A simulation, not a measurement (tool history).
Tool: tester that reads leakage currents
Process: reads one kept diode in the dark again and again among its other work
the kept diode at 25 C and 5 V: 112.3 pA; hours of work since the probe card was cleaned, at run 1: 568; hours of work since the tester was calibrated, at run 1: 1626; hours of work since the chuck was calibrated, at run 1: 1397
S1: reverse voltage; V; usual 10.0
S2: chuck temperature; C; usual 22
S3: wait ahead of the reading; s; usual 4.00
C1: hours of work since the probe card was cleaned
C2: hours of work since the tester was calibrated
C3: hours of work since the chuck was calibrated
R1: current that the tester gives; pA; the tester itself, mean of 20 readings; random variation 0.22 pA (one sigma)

| run | hour | S1 | S2 | S3 | C1 | C2 | C3 | R1 |
|---|---|---|---|---|---|---|---|---|
| 1 | 0.0 | 10.0 | 22 | 4.00 | 568 | 1626 | 1397 | 135.88 |
| 2 | 33.6 | 10.0 | 22 | 4.00 | 587 | 1644 | 1415 | 135.77 |
| 3 | 81.1 | 10.0 | 22 | 4.00 | 614 | 1671 | 1442 | 135.70 |
| 4 | 126.3 | 17.1 | 22 | 4.00 | 639 | 1696 | 1467 | 184.82 |
| 5 | 161.8 | 17.1 | 22 | 4.00 | 659 | 1716 | 1487 | 185.68 |
| 6 | 202.5 | 10.0 | 36 | 4.00 | 682 | 1739 | 1510 | 363.73 |
| 7 | 234.6 | 18.2 | 36 | 4.00 | 700 | 1757 | 1528 | 513.70 |
| 8 | 278.8 | 18.2 | 36 | 4.00 | 724 | 1782 | 1553 | 516.71 |
| 9 | 324.2 | 18.2 | 36 | 4.47 | 750 | 1807 | 1578 | 514.37 |
| 10 | 362.9 | 18.2 | 36 | 4.47 | 771 | 1829 | 1600 | 515.07 |
| 11 | 392.7 | 5.3 | 22 | 4.00 | 788 | 1845 | 1616 | 93.48 |
| 12 | 427.1 | 5.3 | 22 | 4.00 | 807 | 1865 | 1636 | 93.77 |
| 13 | 475.2 | 10.0 | 47 | 4.00 | 834 | 1891 | 1663 | 744.70 |
| 14 | 512.1 | 10.0 | 47 | 4.00 | 855 | 1912 | 1683 | 741.36 |
| 15 | 534.5 | 10.0 | 47 | 4.00 | 867 | 1925 | 1696 | 742.09 |
| 16 | 572.9 | 3.9 | 22 | 4.99 | 889 | 1946 | 1717 | 78.29 |
| 17 | 621.6 | 19.5 | 30 | 0.44 | 916 | 1973 | 1744 | 361.33 |
| 18 | 672.0 | 10.0 | 34 | 4.00 | 944 | 2002 | 1773 | 316.92 |
| 19 | 711.5 | 10.0 | 23 | 1.08 | 966 | 2024 | 1795 | 147.25 |
| 20 | 736.7 | 10.0 | 22 | 9.48 | 981 | 2038 | 1809 | 135.58 |
| 21 | 777.7 | 16.8 | 22 | 4.00 | 1003 | 2061 | 1832 | 183.81 |
| 22 | 801.5 | 16.8 | 22 | 4.00 | 1017 | 2074 | 1845 | 183.71 |
| 23 | 836.9 | 16.8 | 22 | 2.01 | 1037 | 2094 | 1865 | 184.08 |
| 24 | 883.2 | 1.1 | 22 | 4.00 | 1062 | 2120 | 1891 | 37.47 |
| 25 | 913.9 | 2.5 | 22 | 1.31 | 1080 | 2137 | 1908 | 60.41 |
| 26 | 939.7 | 7.1 | 52 | 8.69 | 1094 | 2151 | 1922 | 828.37 |
|  | 978.4 | tester calibrated |
| 27 | 979.1 | 8.5 | 29 | 4.00 | 1115 | 0 | 1943 | 200.15 |
| 28 | 1019.9 | 2.8 | 22 | 2.14 | 1138 | 23 | 1966 | 63.19 |
| 29 | 1045.8 | 6.5 | 33 | 0.75 | 1152 | 38 | 1981 | 226.48 |
| 30 | 1084.5 | 6.5 | 33 | 0.75 | 1174 | 59 | 2002 | 227.09 |

How the hidden state differs across the entries between the runs, from the last listed run before each to the first after it:
Between runs 26 and 27: tester calibrated (hour 978.4)
  stray current of the dirty probe card, pA a volt: 0.115 -> 0.117; current scale over the true one, %: 1.9 -> -0.02; true chuck temperature over the reading, C: -0.33 -> -0.34
  measured less the result without the state, R1: -0.50 -> -4.02 pA
